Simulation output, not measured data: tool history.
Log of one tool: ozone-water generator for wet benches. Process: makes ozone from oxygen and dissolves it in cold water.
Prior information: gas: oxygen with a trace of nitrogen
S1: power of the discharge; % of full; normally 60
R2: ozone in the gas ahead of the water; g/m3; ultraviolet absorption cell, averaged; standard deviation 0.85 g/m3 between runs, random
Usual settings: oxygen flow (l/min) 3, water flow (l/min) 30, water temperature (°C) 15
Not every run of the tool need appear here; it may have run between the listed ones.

run 1 hour=0 | S1=60 oxygen_flow_(l/min)=3 water_flow_(l/min)=30 water_temperature_(°C)=15 | dissolved_ozone_(ppm)=7.3 R2=123.4
run 2 hour=37.3 | S1=60 oxygen_flow_(l/min)=3 water_flow_(l/min)=30 water_temperature_(°C)=15 | dissolved_ozone_(ppm)=7.3 R2=122.9
run 3 hour=116.4 | S1=60 oxygen_flow_(l/min)=3 water_flow_(l/min)=30 water_temperature_(°C)=15 | dissolved_ozone_(ppm)=7.4 R2=122.2
run 4 hour=169.1 | S1=60 oxygen_flow_(l/min)=3 water_flow_(l/min)=30 water_temperature_(°C)=13 | dissolved_ozone_(ppm)=7.3 R2=122.1
run 5 hour=206.6 | S1=60 oxygen_flow_(l/min)=3 water_flow_(l/min)=30 water_temperature_(°C)=13 | dissolved_ozone_(ppm)=7.3 R2=122.3
run 6 hour=257.5 | S1=60 oxygen_flow_(l/min)=3 water_flow_(l/min)=30 water_temperature_(°C)=13 | dissolved_ozone_(ppm)=7.2 R2=122.5
run 7 hour=298.5 | S1=60 oxygen_flow_(l/min)=3 water_flow_(l/min)=30 water_temperature_(°C)=13 | dissolved_ozone_(ppm)=7.2 R2=120.5
run 8 hour=336.2 | S1=60 oxygen_flow_(l/min)=3 water_flow_(l/min)=30 water_temperature_(°C)=15 | dissolved_ozone_(ppm)=7.1 R2=122.3
run 9 hour=390.7 | S1=60 oxygen_flow_(l/min)=3 water_flow_(l/min)=30 water_temperature_(°C)=15 | dissolved_ozone_(ppm)=7.2 R2=122.2
run 10 hour=438 | S1=60 oxygen_flow_(l/min)=3 water_flow_(l/min)=30 water_temperature_(°C)=8 | dissolved_ozone_(ppm)=7.3 R2=122.4
run 11 hour=474.9 | S1=60 oxygen_flow_(l/min)=3 water_flow_(l/min)=48 water_temperature_(°C)=15 | dissolved_ozone_(ppm)=4.2 R2=121.8
run 12 hour=533.5 | S1=60 oxygen_flow_(l/min)=3 water_flow_(l/min)=30 water_temperature_(°C)=15 | dissolved_ozone_(ppm)=6.9 R2=121.8
run 13 hour=615.5 | S1=60 oxygen_flow_(l/min)=4.82 water_flow_(l/min)=30 water_temperature_(°C)=15 | dissolved_ozone_(ppm)=8.5 R2=101.9
run 14 hour=660.1 | S1=60 oxygen_flow_(l/min)=4.82 water_flow_(l/min)=30 water_temperature_(°C)=15 | dissolved_ozone_(ppm)=8.5 R2=101.2
run 15 hour=735.4 | S1=60 oxygen_flow_(l/min)=4.82 water_flow_(l/min)=30 water_temperature_(°C)=15 | dissolved_ozone_(ppm)=8.3 R2=100.8
run 16 hour=818 | S1=60 oxygen_flow_(l/min)=4.82 water_flow_(l/min)=30 water_temperature_(°C)=15 | dissolved_ozone_(ppm)=8.3 R2=100.6
run 17 hour=887.5 | S1=60 oxygen_flow_(l/min)=4.82 water_flow_(l/min)=30 water_temperature_(°C)=15 | dissolved_ozone_(ppm)=8.1 R2=100.4
run 18 hour=946 | S1=60 oxygen_flow_(l/min)=4.82 water_flow_(l/min)=30 water_temperature_(°C)=15 | dissolved_ozone_(ppm)=8.4 R2=99.7
run 19 hour=1005 | S1=60 oxygen_flow_(l/min)=2.3 water_flow_(l/min)=20 water_temperature_(°C)=10 | dissolved_ozone_(ppm)=9.8 R2=129.5

What does the tool deliver on the next run?
run 20 hour=1055.8 | S1=58 oxygen_flow_(l/min)=2.37 water_flow_(l/min)=31 water_temperature_(°C)=15 | dissolved_ozone_(ppm)=? R2=?

{"run 20": {"dissolved ozone (ppm)": 6, "R2": 125.3}}
Take away the tool's hidden state, keep the run-to-run variation as it was, and the same run would have given dissolved ozone (ppm) 7.2, R2 146 g/m3.

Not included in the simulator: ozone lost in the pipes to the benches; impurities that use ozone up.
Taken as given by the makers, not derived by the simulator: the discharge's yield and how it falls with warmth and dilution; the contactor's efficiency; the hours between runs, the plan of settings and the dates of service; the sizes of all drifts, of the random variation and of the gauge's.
